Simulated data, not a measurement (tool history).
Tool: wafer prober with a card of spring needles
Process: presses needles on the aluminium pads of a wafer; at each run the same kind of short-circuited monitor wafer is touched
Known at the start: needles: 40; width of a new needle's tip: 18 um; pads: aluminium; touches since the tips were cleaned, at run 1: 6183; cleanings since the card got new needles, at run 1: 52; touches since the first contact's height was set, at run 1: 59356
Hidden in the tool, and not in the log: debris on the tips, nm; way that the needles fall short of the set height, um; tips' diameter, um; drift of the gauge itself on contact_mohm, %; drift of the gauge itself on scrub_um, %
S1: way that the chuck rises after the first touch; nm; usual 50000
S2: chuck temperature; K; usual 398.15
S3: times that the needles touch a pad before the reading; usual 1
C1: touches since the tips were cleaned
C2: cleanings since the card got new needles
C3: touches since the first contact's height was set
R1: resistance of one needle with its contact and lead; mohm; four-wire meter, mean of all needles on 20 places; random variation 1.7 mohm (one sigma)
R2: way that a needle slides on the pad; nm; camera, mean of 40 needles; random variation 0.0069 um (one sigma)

Run 1, hour 0.0: usual settings; C1 6183; C2 52; C3 59356. Result: R1 305 mohm, R2 11376 nm.
At hour 3.4: tips cleaned on abrasive film.
At hour 20.0: tips cleaned on abrasive film.
At hour 20.3: height of the first contact set anew.
Run 2, hour 24.5: usual settings; C1 1937; C2 54; C3 1937. Result: R1 249 mohm, R2 11336 nm.
At hour 35.0: tips cleaned on abrasive film.
At hour 50.0: tips cleaned on abrasive film.
Run 3, hour 57.8: usual settings; C1 3634; C2 56; C3 17312. Result: R1 277 mohm, R2 11324 nm.
At hour 64.6: tips cleaned on abrasive film.
At hour 80.0: tips cleaned on abrasive film.
At hour 86.0: height of the first contact set anew, once more.
Run 4, hour 86.3: usual settings; C1 2758; C2 58; C3 125. Result: R1 262 mohm, R2 11462 nm.
At hour 94.9: tips cleaned on abrasive film.
At hour 109.8: tips cleaned on abrasive film.
Run 5, hour 111.1: usual settings; C1 591; C2 60; C3 11543. Result: R1 206 mohm, R2 11438 nm.
At hour 124.9: tips cleaned on abrasive film.
At hour 139.5: tips cleaned on abrasive film.
Run 6, hour 142.8: usual settings; C1 1551; C2 62; C3 26153. Result: R1 233 mohm, R2 11414 nm.
At hour 155.0: tips cleaned on abrasive film.
Run 7, hour 165.2: usual settings but S2 314.15 K; C1 4751; C2 63; C3 36500. Result: R1 303 mohm, R2 11402 nm.
At hour 170.1: tips cleaned on abrasive film.
Run 8, hour 179.8: usual settings; C1 4519; C2 64; C3 43237. Result: R1 299 mohm, R2 11387 nm.
At hour 184.4: tips cleaned on abrasive film.
At hour 199.9: tips cleaned on abrasive film.
Run 9, hour 199.9: usual settings; C1 0; C2 66; C3 52419. Result: R1 181 mohm, R2 11372 nm.
At hour 214.9: tips cleaned on abrasive film.
At hour 230.7: tips cleaned on abrasive film.
Run 10, hour 231.9: usual settings; C1 549; C2 68; C3 67182. Result: R1 210 mohm, R2 11345 nm.
At hour 235.1: height of the first contact set anew.
At hour 245.4: tips cleaned on abrasive film.
At hour 259.7: tips cleaned on abrasive film.
Run 11, hour 267.4: usual settings; C1 3550; C2 70; C3 14876. Result: R1 281 mohm, R2 11433 nm.
At hour 274.1: tips cleaned on abrasive film.
Run 12, hour 282.8: usual settings; C1 4065; C2 71; C3 22005. Result: R1 293 mohm, R2 11433 nm.
At hour 289.3: tips cleaned on abrasive film.
At hour 304.3: tips cleaned on abrasive film.
Run 13, hour 308.0: usual settings; C1 1680; C2 73; C3 33556. Result: R1 250 mohm, R2 11417 nm.
At hour 318.9: tips cleaned on abrasive film.
Run 14, hour 331.1: usual settings; C1 5654; C2 74; C3 44218. Result: R1 309 mohm, R2 11390 nm.
At hour 334.4: tips cleaned on abrasive film.
At hour 349.3: tips cleaned on abrasive film.
Run 15, hour 349.9: usual settings but S1 55000 nm, S2 363.15 K; C1 276; C2 76; C3 52860. Result: R1 182 mohm, R2 12512 nm.
At hour 364.8: tips cleaned on abrasive film.
At hour 379.9: tips cleaned on abrasive film.
Run 16, hour 381.8: usual settings but S1 55000 nm, S2 363.15 K; C1 858; C2 78; C3 67553. Result: R1 199 mohm, R2 12510 nm.
At hour 384.2: height of the first contact set anew.
At hour 395.2: tips cleaned on abrasive film.
At hour 411.0: tips cleaned on abrasive film.
Run 17, hour 415.2: usual settings but S1 39000 nm; C1 1963; C2 80; C3 14268. Result: R1 306 mohm, R2 8926 nm.
At hour 427.4: tips cleaned on abrasive film.
Run 18, hour 431.6: usual settings but S1 37000 nm, S2 359.15 K; C1 1922; C2 81; C3 21821. Result: R1 316 mohm, R2 8454 nm.
At hour 441.5: tips cleaned on abrasive film.
Run 19, hour 447.0: usual settings but S1 38000 nm, S2 302.15 K, S3 3; C1 2507; C2 82; C3 28898. Result: R1 231 mohm, R2 8675 nm.
At hour 458.1: tips cleaned on abrasive film.
Run 20, hour 466.6: usual settings but S1 38000 nm, S2 302.15 K, S3 3; C1 3959; C2 83; C3 37961. Result: R1 251 mohm, R2 8653 nm.
At hour 474.3: tips cleaned on abrasive film.
At hour 489.7: tips cleaned on abrasive film.
Run 21, hour 495.0: usual settings but S2 340.15 K; C1 2480; C2 85; C3 51049. Result: R1 271 mohm, R2 11405 nm.
At hour 505.3: tips cleaned on abrasive film.
At hour 521.4: tips cleaned on abrasive film.
Run 22, hour 522.0: usual settings but S1 43000 nm, S2 310.15 K; C1 303; C2 87; C3 63477. Result: R1 192 mohm, R2 9770 nm.
At hour 532.8: height of the first contact set anew.
At hour 536.8: tips cleaned on abrasive film.
Run 23, hour 540.7: usual settings but S1 39000 nm, S2 331.15 K; C1 1775; C2 88; C3 3591. Result: R1 293 mohm, R2 8922 nm.
At hour 551.7: tips cleaned on abrasive film.
Run 24, hour 562.0: usual settings but S1 53000 nm; C1 4778; C2 89; C3 13441. Result: R1 297 mohm, R2 12144 nm.
At hour 566.1: tips cleaned on abrasive film.
At hour 581.2: tips cleaned on abrasive film.
At hour 595.4: tips cleaned on abrasive film.
Run 25, hour 598.0: usual settings but S1 53000 nm; C1 1193; C2 92; C3 29986. Result: R1 214 mohm, R2 12110 nm.
At hour 609.5: tips cleaned on abrasive film.
Run 26, hour 618.9: usual settings but S1 53000 nm; C1 4361; C2 93; C3 39626. Result: R1 284 mohm, R2 12096 nm.
At hour 626.1: tips cleaned on abrasive film.
Run 27, hour 636.1: usual settings but S1 35000 nm, S2 394.15 K; C1 4642; C2 94; C3 47544. Result: R1 465 mohm, R2 7959 nm.

3 ways to go on from here, each from the tool as it stands after run 27. What would each give?
At hour 640.7: tips cleaned on abrasive film.
At hour 655.3: tips cleaned on abrasive film.
At hour 670.1: tips cleaned on abrasive film.
Run A, hour 672.0: usual settings but S1 38000 nm; C1 885; C2 97; C3 64046. Result: R1 ?, R2 ?.
At hour 640.7: tips cleaned on abrasive film.
At hour 655.3: tips cleaned on abrasive film.
At hour 670.1: tips cleaned on abrasive film.
Run B, hour 672.0: usual settings but S1 67000 nm, S2 363.15 K; C1 885; C2 97; C3 64046. Result: R1 ?, R2 ?.
At hour 640.7: tips cleaned on abrasive film.
At hour 655.3: tips cleaned on abrasive film.
At hour 670.1: tips cleaned on abrasive film.
Run C, hour 672.0: usual settings but S1 33000 nm, S3 3; C1 885; C2 97; C3 64046. Result: R1 ?, R2 ?.

run   R1     R2
  A  255   8614
  B  183  15251
  C  231   7467
Without the tool's hidden state the same runs would have given:
run   R1     R2
  A  181   8714
  B  155  15352
  C  193   7567
